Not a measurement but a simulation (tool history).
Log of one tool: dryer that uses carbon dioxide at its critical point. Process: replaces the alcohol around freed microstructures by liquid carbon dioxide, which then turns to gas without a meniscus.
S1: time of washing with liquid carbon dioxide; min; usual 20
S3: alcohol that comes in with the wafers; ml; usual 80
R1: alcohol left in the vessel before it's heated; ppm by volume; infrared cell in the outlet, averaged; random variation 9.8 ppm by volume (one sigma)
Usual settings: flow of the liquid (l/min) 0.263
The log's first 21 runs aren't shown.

{"run": 22, "day": 6.712, "S1": 20, "flow of the liquid (l/min)": 0.263, "S3": 23, "R1": 191}
{"run": 23, "day": 6.942, "S1": 20, "flow of the liquid (l/min)": 0.386, "S3": 80, "R1": 87}
{"run": 24, "day": 7.325, "S1": 20, "flow of the liquid (l/min)": 0.386, "S3": 80, "R1": 84}
{"run": 25, "day": 7.671, "S1": 27, "flow of the liquid (l/min)": 0.217, "S3": 65, "R1": 309}
{"run": 26, "day": 7.992, "S1": 27, "flow of the liquid (l/min)": 0.217, "S3": 65, "R1": 306}
{"run": 27, "day": 8.267, "S1": 20, "flow of the liquid (l/min)": 0.263, "S3": 32, "R1": 284}
{"run": 28, "day": 8.704, "S1": 20, "flow of the liquid (l/min)": 0.393, "S3": 81, "R1": 93}
{"run": 29, "day": 8.988, "S1": 20, "flow of the liquid (l/min)": 0.393, "S3": 36, "R1": 53}
{"run": 30, "day": 9.362, "S1": 14, "flow of the liquid (l/min)": 0.263, "S3": 21, "R1": 766}
{"run": 31, "day": 9.625, "S1": 20, "flow of the liquid (l/min)": 0.354, "S3": 33, "R1": 71}
{"run": 32, "day": 9.967, "S1": 20, "flow of the liquid (l/min)": 0.354, "S3": 26, "R1": 61}
{"run": 33, "day": 10.417, "S1": 25, "flow of the liquid (l/min)": 0.258, "S3": 26, "R1": 91}
{"run": 34, "day": 10.733, "S1": 13, "flow of the liquid (l/min)": 0.169, "S3": 26, "R1": 3546}
{"run": 35, "day": 11.162, "S1": 13, "flow of the liquid (l/min)": 0.169, "S3": 26, "R1": 3604}
{"run": 36, "day": 11.554, "S1": 13, "flow of the liquid (l/min)": 0.235, "S3": 60, "R1": 3881}
{"run": 37, "day": 11.883, "S1": 13, "flow of the liquid (l/min)": 0.235, "S3": 60, "R1": 3969}
{"run": 38, "day": 12.171, "S1": 20, "flow of the liquid (l/min)": 0.201, "S3": 80, "R1": 2139}
{"run": 39, "day": 12.462, "S1": 25, "flow of the liquid (l/min)": 0.175, "S3": 36, "R1": 722}
{"run": 40, "day": 12.692, "S1": 31, "flow of the liquid (l/min)": 0.374, "S3": 24, "R1": 10}
{"run": 41, "day": 13.154, "S1": 22, "flow of the liquid (l/min)": 0.374, "S3": 86, "R1": 80}
{"run": 42, "day": 13.617, "S1": 22, "flow of the liquid (l/min)": 0.374, "S3": 86, "R1": 79}
{"run": 43, "day": 13.846, "S1": 22, "flow of the liquid (l/min)": 0.374, "S3": 86, "R1": 88}
{"run": 44, "day": 14.183, "S1": 22, "flow of the liquid (l/min)": 0.418, "S3": 44, "R1": 38}
{"run": 45, "day": 14.562, "S1": 22, "flow of the liquid (l/min)": 0.418, "S3": 44, "R1": 49}
{"run": 46, "day": 14.838, "S1": 22, "flow of the liquid (l/min)": 0.418, "S3": 44, "R1": 27}

3 ways to go on from here, each from the tool as it stands after run 46. What would each give?
{"run": "A", "day": 15.221, "S1": 25, "flow of the liquid (l/min)": 0.246, "S3": 80, "R1": "?"}
{"run": "B", "day": 15.221, "S1": 16, "flow of the liquid (l/min)": 0.263, "S3": 55, "R1": "?"}
{"run": "C", "day": 15.221, "S1": 19, "flow of the liquid (l/min)": 0.183, "S3": 80, "R1": "?"}

run=A R1=393
run=B R1=1412
run=C R1=3792
Without the tool's hidden state the same runs would have given:
run=A R1=239
run=B R1=1022
run=C R1=2900

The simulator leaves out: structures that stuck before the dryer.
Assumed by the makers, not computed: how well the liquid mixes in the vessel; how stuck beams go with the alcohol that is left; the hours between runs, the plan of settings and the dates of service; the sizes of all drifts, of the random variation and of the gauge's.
